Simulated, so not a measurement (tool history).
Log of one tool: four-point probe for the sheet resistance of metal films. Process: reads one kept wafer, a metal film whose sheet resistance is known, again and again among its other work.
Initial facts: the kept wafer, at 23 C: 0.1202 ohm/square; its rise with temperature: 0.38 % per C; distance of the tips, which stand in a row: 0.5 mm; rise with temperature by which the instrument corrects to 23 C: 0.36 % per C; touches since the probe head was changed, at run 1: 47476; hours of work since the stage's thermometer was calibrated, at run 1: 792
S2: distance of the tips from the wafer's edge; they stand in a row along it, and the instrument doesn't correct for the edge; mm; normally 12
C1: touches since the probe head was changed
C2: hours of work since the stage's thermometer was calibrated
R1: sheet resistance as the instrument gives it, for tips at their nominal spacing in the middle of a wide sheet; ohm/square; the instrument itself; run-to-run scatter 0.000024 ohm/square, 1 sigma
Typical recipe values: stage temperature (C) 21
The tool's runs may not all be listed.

{"run": 1, "day": 0.0, "stage temperature (C)": 21, "S2": 12, "C1": 47476, "C2": 792, "R1": 0.120597}
{"run": 2, "day": 2.442, "stage temperature (C)": 21, "S2": 12, "C1": 49171, "C2": 816, "R1": 0.120623}
{"run": 3, "day": 6.279, "stage temperature (C)": 21, "S2": 24, "C1": 51834, "C2": 854, "R1": 0.120582}
{"run": 4, "day": 10.604, "stage temperature (C)": 21, "S2": 24, "C1": 54835, "C2": 896, "R1": 0.120635}
{"run": 5, "day": 12.612, "stage temperature (C)": 25, "S2": 24, "C1": 56226, "C2": 916, "R1": 0.120743}
{"run": 6, "day": 16.125, "stage temperature (C)": 25, "S2": 24, "C1": 58666, "C2": 950, "R1": 0.12077}
{"run": 7, "day": 18.354, "stage temperature (C)": 21, "S2": 13, "C1": 60212, "C2": 972, "R1": 0.120648}
{"run": 8, "day": 22.283, "stage temperature (C)": 18, "S2": 12, "C1": 62939, "C2": 1010, "R1": 0.120673}
{"run": 9, "day": 26.496, "stage temperature (C)": 18, "S2": 12, "C1": 65861, "C2": 1051, "R1": 0.120672}
{"run": 10, "day": 29.0, "stage temperature (C)": 18, "S2": 48, "C1": 67600, "C2": 1076, "R1": 0.120581}
{"run": 11, "day": 33.546, "stage temperature (C)": 18, "S2": 48, "C1": 70754, "C2": 1120, "R1": 0.120629}
{"run": 12, "day": 35.433, "stage temperature (C)": 21, "S2": 12, "C1": 72063, "C2": 1139, "R1": 0.120844}
{"run": 13, "day": 38.088, "stage temperature (C)": 21, "S2": 12, "C1": 73904, "C2": 1165, "R1": 0.120879}
{"run": 14, "day": 42.292, "stage temperature (C)": 30, "S2": 12, "C1": 76822, "C2": 1206, "R1": 0.121168}
{"run": 15, "day": 46.867, "stage temperature (C)": 30, "S2": 12, "C1": 79996, "C2": 1251, "R1": 0.121127}
{"run": 16, "day": 49.992, "stage temperature (C)": 30, "S2": 12, "C1": 82164, "C2": 1281, "R1": 0.121226}
{"run": 17, "day": 53.454, "stage temperature (C)": 30, "S2": 12, "C1": 84569, "C2": 1315, "R1": 0.121221}
{"run": 18, "day": 57.912, "stage temperature (C)": 30, "S2": 12, "C1": 87661, "C2": 1359, "R1": 0.121267}
{"run": 19, "day": 62.45, "stage temperature (C)": 30, "S2": 12, "C1": 90812, "C2": 1403, "R1": 0.121332}
{"run": 20, "day": 65.804, "stage temperature (C)": 30, "S2": 12, "C1": 93138, "C2": 1436, "R1": 0.12131}
{"run": 21, "day": 69.517, "stage temperature (C)": 31, "S2": 7, "C1": 95712, "C2": 1472, "R1": 0.121522}
{"run": 22, "day": 73.267, "stage temperature (C)": 22, "S2": 7, "C1": 98315, "C2": 1509, "R1": 0.121357}
{"run": 23, "day": 76.892, "stage temperature (C)": 19, "S2": 66, "C1": 100831, "C2": 1545, "R1": 0.120898}
{"run": 24, "day": 79.125, "stage temperature (C)": 26, "S2": 37, "C1": 102380, "C2": 1567, "R1": 0.121154}
{"run": 25, "day": 82.608, "stage temperature (C)": 31, "S2": 25, "C1": 104798, "C2": 1601, "R1": 0.121353}
{"run": 26, "day": 87.183, "stage temperature (C)": 24, "S2": 16, "C1": 107972, "C2": 1645, "R1": 0.12115}
{"run": 27, "day": 91.462, "stage temperature (C)": 21, "S2": 7, "C1": 110942, "C2": 1687, "R1": 0.121348}
{"run": 28, "day": 94.329, "stage temperature (C)": 35, "S2": 22, "C1": 112932, "C2": 1715, "R1": 0.121507}
{"run": 29, "day": 98.717, "stage temperature (C)": 28, "S2": 4, "C1": 115975, "C2": 1758, "R1": 0.12231}
{"run": 30, "day": 101.542, "stage temperature (C)": 20, "S2": 12, "C1": 117937, "C2": 1786, "R1": 0.121174}
{"run": 31, "day": 104.579, "stage temperature (C)": 21, "S2": 17, "C1": 120044, "C2": 1816, "R1": 0.121207}
{"run": 32, "day": 108.662, "stage temperature (C)": 22, "S2": 8, "C1": 122878, "C2": 1856, "R1": 0.12139}
{"run": 33, "day": 112.625, "stage temperature (C)": 24, "S2": 5, "C1": 125627, "C2": 1894, "R1": 0.121914}
{"run": 34, "day": 114.908, "stage temperature (C)": 27, "S2": 4, "C1": 127211, "C2": 1917, "R1": 0.122395}

The next listed run, before its measurement:
{"run": 35, "day": 116.896, "stage temperature (C)": 27, "S2": 4, "C1": 128589, "C2": 1936, "R1": "?"}

{"run 35": {"R1": 0.122428}}
With the hidden condition absent and the run-to-run variation left alone, this run would have shown R1 0.121384 ohm/square.

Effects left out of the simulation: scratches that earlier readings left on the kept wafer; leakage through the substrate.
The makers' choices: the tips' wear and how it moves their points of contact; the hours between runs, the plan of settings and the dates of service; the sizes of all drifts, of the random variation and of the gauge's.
